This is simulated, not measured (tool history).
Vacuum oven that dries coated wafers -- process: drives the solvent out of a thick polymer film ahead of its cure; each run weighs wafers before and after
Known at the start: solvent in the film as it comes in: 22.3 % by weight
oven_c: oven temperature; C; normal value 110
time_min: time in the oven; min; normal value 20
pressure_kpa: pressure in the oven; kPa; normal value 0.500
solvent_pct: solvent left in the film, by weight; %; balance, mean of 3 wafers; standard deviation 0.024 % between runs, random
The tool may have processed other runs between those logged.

{"run": 1, "day": 0.0, "oven_c": 110, "time_min": 20, "pressure_kpa": 0.5, "solvent_pct": 3.42}
{"run": 2, "day": 2.296, "oven_c": 110, "time_min": 20, "pressure_kpa": 0.5, "solvent_pct": 3.42}
{"run": 3, "day": 5.908, "oven_c": 110, "time_min": 18, "pressure_kpa": 0.5, "solvent_pct": 4.02}
{"run": 4, "day": 8.667, "oven_c": 110, "time_min": 20, "pressure_kpa": 1.98, "solvent_pct": 4.05}
{"run": 5, "day": 11.083, "oven_c": 110, "time_min": 20, "pressure_kpa": 1.98, "solvent_pct": 4.02}
{"run": 6, "day": 14.496, "oven_c": 110, "time_min": 20, "pressure_kpa": 1.98, "solvent_pct": 4.04}
{"day": 14.829, "done": "oven's thermocouples calibrated"}
{"run": 7, "day": 16.612, "oven_c": 110, "time_min": 20, "pressure_kpa": 1.98, "solvent_pct": 3.84}
{"run": 8, "day": 20.271, "oven_c": 110, "time_min": 20, "pressure_kpa": 1.98, "solvent_pct": 3.8}
{"run": 9, "day": 23.004, "oven_c": 110, "time_min": 20, "pressure_kpa": 1.98, "solvent_pct": 3.83}
{"run": 10, "day": 25.1, "oven_c": 118, "time_min": 18, "pressure_kpa": 1.944, "solvent_pct": 2.09}
{"run": 11, "day": 27.308, "oven_c": 118, "time_min": 18, "pressure_kpa": 1.944, "solvent_pct": 2.1}
{"run": 12, "day": 30.371, "oven_c": 110, "time_min": 21, "pressure_kpa": 1.192, "solvent_pct": 3.19}
{"run": 13, "day": 32.954, "oven_c": 109, "time_min": 21, "pressure_kpa": 1.648, "solvent_pct": 3.68}

What would each run have given without the hidden state, its run-to-run variation left as it was?
The tool's hidden condition here consists of: true wafer temperature over the reading, C; true pressure over the reading, kPa; drift of the gauge itself on solvent_pct, %.
run=1 solvent_pct=3.89
run=2 solvent_pct=3.89
run=3 solvent_pct=4.55
run=4 solvent_pct=4.57
run=5 solvent_pct=4.56
run=6 solvent_pct=4.60
run=7 solvent_pct=4.58
run=8 solvent_pct=4.55
run=9 solvent_pct=4.59
run=10 solvent_pct=2.61
run=11 solvent_pct=2.62
run=12 solvent_pct=3.94
run=13 solvent_pct=4.50
